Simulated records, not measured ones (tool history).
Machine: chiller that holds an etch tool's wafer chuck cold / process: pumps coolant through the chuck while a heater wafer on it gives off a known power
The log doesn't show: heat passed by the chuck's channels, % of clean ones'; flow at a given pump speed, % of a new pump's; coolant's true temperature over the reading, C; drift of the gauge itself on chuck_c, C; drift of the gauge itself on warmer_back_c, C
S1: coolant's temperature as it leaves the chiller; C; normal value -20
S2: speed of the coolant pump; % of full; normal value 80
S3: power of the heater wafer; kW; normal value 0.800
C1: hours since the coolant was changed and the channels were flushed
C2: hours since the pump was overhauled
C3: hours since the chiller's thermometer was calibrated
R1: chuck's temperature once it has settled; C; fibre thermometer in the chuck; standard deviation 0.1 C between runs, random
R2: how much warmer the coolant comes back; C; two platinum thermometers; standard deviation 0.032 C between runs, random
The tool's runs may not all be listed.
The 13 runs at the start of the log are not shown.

Run 14, hour 414.6: usual settings; C1 4870; C2 2425; C3 1586. Result: R1 -10.7 C, R2 3.64 C.
Run 15, hour 444.8: usual settings but S1 -23 C; C1 4900; C2 2455; C3 1616. Result: R1 -13.8 C, R2 3.61 C.
Run 16, hour 472.0: usual settings but S1 -23 C; C1 4928; C2 2482; C3 1644. Result: R1 -14.0 C, R2 3.63 C.
Run 17, hour 516.7: usual settings but S1 -23 C; C1 4972; C2 2527; C3 1688. Result: R1 -13.8 C, R2 3.61 C.
Run 18, hour 572.0: usual settings but S1 -30 C, S2 73 % of full, S3 1.046 kW; C1 5028; C2 2582; C3 1744. Result: R1 -16.8 C, R2 5.20 C.
Run 19, hour 616.5: usual settings but S1 -25 C, S2 87 % of full, S3 0.583 kW; C1 5072; C2 2627; C3 1788. Result: R1 -18.7 C, R2 2.46 C.
Run 20, hour 664.7: usual settings but S2 99 % of full; C1 5120; C2 2675; C3 1836. Result: R1 -12.4 C, R2 2.89 C.
At hour 669.5: chiller's thermometer calibrated.
Run 21, hour 702.7: usual settings but S1 -27 C, S2 97 % of full; C1 5157; C2 2712; C3 33. Result: R1 -19.1 C, R2 2.95 C.
Run 22, hour 741.6: usual settings but S2 99 % of full, S3 0.580 kW; C1 5196; C2 2751; C3 72. Result: R1 -14.7 C, R2 2.09 C.
At hour 772.7: chiller's thermometer calibrated, once more.
Run 23, hour 776.4: usual settings but S3 1.075 kW; C1 5230; C2 2784; C3 4. Result: R1 -7.3 C, R2 4.93 C.
Run 24, hour 803.1: usual settings but S1 -14 C, S2 70 % of full, S3 0.425 kW; C1 5257; C2 2811; C3 30. Result: R1 -8.3 C, R2 2.17 C.
Run 25, hour 858.8: usual settings but S1 -13 C, S2 89 % of full, S3 0.922 kW; C1 5312; C2 2867; C3 86. Result: R1 -3.2 C, R2 3.74 C.
Run 26, hour 903.4: usual settings but S1 -13 C, S2 89 % of full, S3 0.562 kW; C1 5357; C2 2911; C3 131. Result: R1 -7.0 C, R2 2.29 C.
Run 27, hour 940.2: usual settings but S1 -23 C, S2 76 % of full, S3 0.562 kW; C1 5394; C2 2948; C3 167. Result: R1 -16.1 C, R2 2.72 C.
Run 28, hour 981.4: usual settings but S1 -13 C; C1 5435; C2 2989; C3 209. Result: R1 -3.6 C, R2 3.67 C.
Run 29, hour 1006.2: usual settings but S1 -13 C, S2 78 % of full, S3 0.505 kW; C1 5460; C2 3014; C3 233. Result: R1 -7.1 C, R2 2.35 C.
Run 30, hour 1031.6: usual settings but S1 -28 C, S2 99 % of full, S3 1.003 kW; C1 5485; C2 3040; C3 259. Result: R1 -18.3 C, R2 3.67 C.
Run 31, hour 1080.2: usual settings but S1 -28 C, S2 99 % of full, S3 1.003 kW; C1 5534; C2 3088; C3 307. Result: R1 -18.3 C, R2 3.66 C.
Run 32, hour 1103.3: usual settings but S1 -29 C, S2 86 % of full, S3 0.630 kW; C1 5557; C2 3111; C3 331. Result: R1 -22.0 C, R2 2.68 C.
Run 33, hour 1136.5: usual settings but S3 0.467 kW; C1 5590; C2 3145; C3 364. Result: R1 -14.4 C, R2 2.12 C.

Consider 3 possible next runs. They are alternatives, not a sequence: every one starts from the tool as it was left by run 33. What does each give?
Run A, hour 1162.8: usual settings but S1 -14 C, S2 78 % of full, S3 0.876 kW; C1 5616; C2 3171; C3 390. Result: R1 ?, R2 ?.
Run B, hour 1162.8: usual settings but S1 -16 C, S2 94 % of full, S3 0.471 kW; C1 5616; C2 3171; C3 390. Result: R1 ?, R2 ?.
Run C, hour 1162.8: usual settings but S1 -19 C, S2 70 % of full, S3 0.467 kW; C1 5616; C2 3171; C3 390. Result: R1 ?, R2 ?.

run     R1    R2
  A   -3.2  4.10
  B  -11.1  1.77
  C  -12.6  2.45
The same runs, with their run-to-run variation unchanged, on a tool lacking any hidden condition would have given:
run     R1    R2
  A   -4.6  3.90
  B  -11.7  1.68
  C  -13.4  2.33

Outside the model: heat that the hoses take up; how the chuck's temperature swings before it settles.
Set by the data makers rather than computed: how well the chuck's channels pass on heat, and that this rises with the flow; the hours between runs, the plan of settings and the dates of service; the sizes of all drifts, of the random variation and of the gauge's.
